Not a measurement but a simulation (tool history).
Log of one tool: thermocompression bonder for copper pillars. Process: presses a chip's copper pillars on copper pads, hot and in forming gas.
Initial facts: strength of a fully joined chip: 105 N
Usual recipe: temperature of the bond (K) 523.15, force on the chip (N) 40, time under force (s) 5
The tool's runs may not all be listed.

run,day,temperature of the bond (K),force on the chip (N),time under force (s),force that shears a chip off (N)
1,0.000,523.15,40,5,42.7
# day 0.542: forming gas filter changed
2,0.900,523.15,40,5,43.9
3,1.792,523.15,40,5,42.8
4,2.412,523.15,40,5,44.0
5,2.917,523.15,40,8,51.1
6,3.658,523.15,40,5,43.2
7,4.229,528.15,40,5,45.2
8,5.171,528.15,40,5,48.8
9,6.096,528.15,40,5,46.6
10,6.546,523.15,40,5,44.2
11,7.058,523.15,40,5,44.7
12,7.550,523.15,40,5,44.2
# day 7.783: forming gas filter changed
13,8.346,523.15,45,5,46.7
14,8.792,523.15,45,5,46.3
15,9.546,523.15,40,14,63.1
16,9.996,523.15,40,4,40.3
17,10.433,523.15,40,5,43.3
18,11.400,523.15,40,5,43.5
19,11.979,523.15,54,5,53.7
20,12.483,523.15,40,5,44.3
21,13.317,519.15,36,5,36.9
22,14.025,519.15,36,5,36.9
23,14.604,519.15,36,5,36.7
# day 15.004: forming gas filter changed
24,15.562,500.15,56,6,39.5
# day 15.888: heater calibrated with a thermocouple chip
25,16.433,505.15,40,4,27.3
26,16.858,505.15,55,9,49.2
27,17.450,496.15,40,6,28.6
28,18.246,526.15,40,5,44.4
29,18.917,553.15,40,8,76.6
30,19.783,553.15,40,8,75.0
31,20.250,538.15,29,7,49.8
32,20.996,538.15,29,7,49.5
33,21.671,507.15,34,5,28.3
# day 22.317: forming gas filter changed
34,22.546,521.15,38,4,36.4
35,23.171,521.15,38,4,35.8
36,23.850,521.15,38,4,36.9
37,24.317,523.15,40,9,52.7
38,24.892,523.15,40,9,53.2
39,25.558,523.15,40,9,53.1

Predict each of these 4 candidate next runs independently; none follows another, all start after run 39:
A,26.238,545.15,26,10,?
B,26.238,523.15,59,9,?
C,26.238,523.15,50,5,?
D,26.238,533.15,42,6,?

run,force that shears a chip off (N)
A,57.3
B,68.1
C,50.8
D,56.0
The same runs, with their run-to-run variation unchanged, on a tool lacking any hidden condition would have given:
run,force that shears a chip off (N)
A,57.5
B,68.3
C,50.9
D,56.2
